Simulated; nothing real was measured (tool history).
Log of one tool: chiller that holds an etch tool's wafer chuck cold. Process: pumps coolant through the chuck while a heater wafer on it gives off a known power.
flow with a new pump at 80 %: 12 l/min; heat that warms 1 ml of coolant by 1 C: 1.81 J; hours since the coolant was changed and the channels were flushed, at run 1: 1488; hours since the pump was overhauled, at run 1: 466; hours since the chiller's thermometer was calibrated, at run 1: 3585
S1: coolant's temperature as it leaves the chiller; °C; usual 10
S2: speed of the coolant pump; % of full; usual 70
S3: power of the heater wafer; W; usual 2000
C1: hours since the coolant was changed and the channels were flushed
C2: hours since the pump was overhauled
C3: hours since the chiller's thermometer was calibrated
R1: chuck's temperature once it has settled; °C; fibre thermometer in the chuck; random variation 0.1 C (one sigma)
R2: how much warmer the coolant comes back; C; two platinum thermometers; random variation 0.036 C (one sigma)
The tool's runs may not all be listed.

run,hour,S1,S2,S3,C1,C2,C3,R1,R2
1,0.0,10,70,2000,1488,466,3585,27.6,6.42
2,74.4,10,70,2000,1563,541,3660,27.7,6.41
3,127.9,10,70,2000,1616,594,3713,27.7,6.39
4,188.2,10,70,2000,1677,655,3774,27.8,6.44
5,226.0,10,73,2000,1714,692,3811,27.4,6.13
6,297.6,10,73,2000,1786,764,3883,27.4,6.18
7,370.6,10,73,2768,1859,837,3956,34.0,8.45
8,430.2,10,70,2000,1919,897,4016,27.6,6.49
9,475.0,10,99,2000,1963,941,4060,24.6,4.40
10,531.0,10,99,2000,2019,997,4116,24.3,4.44
11,596.9,13,70,2000,2085,1063,4182,30.7,6.47
12,633.5,13,70,2000,2122,1100,4219,30.8,6.44
13,683.1,10,70,2000,2171,1149,4268,27.7,6.51
14,756.6,10,70,2000,2245,1223,4342,27.6,6.47
15,799.8,10,70,2000,2288,1266,4385,27.6,6.48
16,865.3,10,70,1451,2354,1332,4451,22.9,4.72
17,942.8,14,70,2000,2431,1409,4528,31.7,6.50
18,992.2,5,70,1066,2481,1459,4578,14.3,3.57
19,1046.2,5,70,1066,2535,1513,4632,14.3,3.52
20,1098.5,1,74,1066,2587,1565,4684,10.2,3.35
21,1138.9,6,74,2000,2627,1605,4724,23.2,6.19
22,1195.1,6,64,1465,2683,1662,4780,19.6,5.24
23,1265.6,7,70,2000,2754,1732,4851,24.6,6.55
24,1321.5,7,70,2000,2810,1788,4907,24.6,6.64
25,1395.8,7,70,2000,2884,1862,4981,24.7,6.53
26,1444.0,16,70,1222,2932,1910,5029,26.8,4.13
27,1478.6,7,73,1074,2967,1945,5064,16.1,3.50
28,1543.4,3,85,1074,3032,2010,5129,11.5,3.03
29,1590.7,3,85,1074,3079,2057,5176,11.7,2.97
30,1623.5,3,85,1074,3112,2090,5209,11.4,3.00
31,1675.7,3,85,1074,3164,2142,5261,11.4,3.03
32,1716.9,3,89,1074,3205,2183,5302,11.3,2.88

4 ways to go on from here, each from the tool as it stands after run 32. What would each give?
A,1750.8,8,93,1025,3239,2217,5336,?,?
B,1750.8,3,81,2901,3239,2217,5336,?,?
C,1750.8,2,70,2000,3239,2217,5336,?,?
D,1750.8,8,65,1497,3239,2217,5336,?,?

run,R1,R2
A,15.7,2.72
B,26.8,8.12
C,19.8,6.68
D,21.8,5.39
Without the tool's hidden state the same runs would have given:
run,R1,R2
A,15.7,2.47
B,26.7,7.86
C,19.7,6.42
D,21.8,5.14
